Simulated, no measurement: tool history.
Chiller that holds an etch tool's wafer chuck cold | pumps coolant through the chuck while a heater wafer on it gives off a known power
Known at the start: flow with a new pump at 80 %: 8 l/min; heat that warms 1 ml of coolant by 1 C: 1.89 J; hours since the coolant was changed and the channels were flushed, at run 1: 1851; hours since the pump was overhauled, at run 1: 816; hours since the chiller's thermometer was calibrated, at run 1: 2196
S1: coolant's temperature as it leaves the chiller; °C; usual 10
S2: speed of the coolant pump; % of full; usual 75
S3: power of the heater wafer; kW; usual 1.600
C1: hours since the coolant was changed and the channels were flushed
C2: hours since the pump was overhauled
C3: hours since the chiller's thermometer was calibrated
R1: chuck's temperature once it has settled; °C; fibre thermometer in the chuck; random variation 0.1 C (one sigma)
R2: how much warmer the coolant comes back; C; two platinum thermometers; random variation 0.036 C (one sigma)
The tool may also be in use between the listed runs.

run   hour  S1  S2     S3    C1    C2    C3    R1    R2
  1    0.0  10  75  1.600  1851   816  2196  27.4  6.97
  2   29.3  10  75  1.600  1880   845  2225  27.5  6.92
  3   54.6   2  75  1.600  1906   870  2251  19.5  6.91
      82.4  -- chiller's thermometer calibrated
  4   87.0   2  75  1.600  1937   902     5  19.2  6.88
  5  100.0   2  75  1.600  1950   915    18  19.0  6.91
  6  114.6  10  75  1.600  1964   929    32  27.0  6.87
  7  139.0  10  75  0.937  1989   954    57  19.9  4.03
  8  154.1  10  75  1.621  2004   969    72  27.5  7.03
  9  169.3  10  75  1.600  2019   984    87  27.0  6.87
 10  199.1  10  75  1.600  2049  1014   117  27.2  6.91
 11  225.5  10  75  1.600  2075  1040   143  27.2  6.91
 12  256.5  10  75  1.600  2106  1071   174  27.1  6.89
 13  270.0  10  75  1.600  2120  1085   188  27.2  6.91
 14  283.3  10  75  1.600  2133  1098   201  27.2  6.98
 15  301.0  10  75  1.600  2151  1116   219  27.2  6.95
 16  318.3  10  75  1.600  2168  1133   236  27.3  6.93
 17  336.8  10  81  1.350  2187  1151   254  23.6  5.43
 18  360.3   4  70  1.600  2210  1175   278  22.6  7.48
 19  390.1   1  75  1.282  2240  1205   308  14.7  5.53
     398.0  -- coolant pump overhauled
 20  408.3  12  75  1.132  2253    10   321  24.3  4.95
 21  430.7  10  75  1.760  2276    33   343  29.3  7.79
 22  458.9   0  78  0.837  2304    61   371   9.0  3.56
     476.3  -- coolant pump overhauled, once more
 23  493.7  10  82  2.054  2334    17   401  30.1  7.98
 24  508.6  10  82  2.054  2348    32   416  30.2  7.91
 25  523.8  12  63  1.088  2364    48   431  25.7  5.58
 26  538.8   3  65  1.031  2379    63   446  15.6  5.07
 27  551.8   3  65  1.031  2392    76   459  15.6  5.09
 28  578.8  10  81  1.600  2419   102   486  26.1  6.34
 29  594.3  14  84  1.600  2434   118   502  29.7  6.09
 30  622.9  18  75  1.600  2463   147   530  35.2  6.86
 31  651.0  18  75  1.600  2491   175   559  35.6  6.88

Forecast each of these 5 alternatives for the next run:
  A  677.4   9  75  1.600  2517  201  585   ?   ?
  B  677.4   5  97  0.900  2517  201  585   ?   ?
  C  677.4  17  89  1.255  2517  201  585   ?   ?
  D  677.4  17  75  1.600  2517  201  585   ?   ?
  E  677.4  10  61  1.650  2517  201  585   ?   ?

run    R1    R2
  A  26.3  6.82
  B  12.8  2.91
  C  28.8  4.53
  D  34.3  6.85
  E  31.4  8.70
Without the tool's hidden state the same runs would have given:
run    R1    R2
  A  24.9  6.79
  B  12.1  2.89
  C  27.9  4.51
  D  32.9  6.83
  E  29.7  8.66
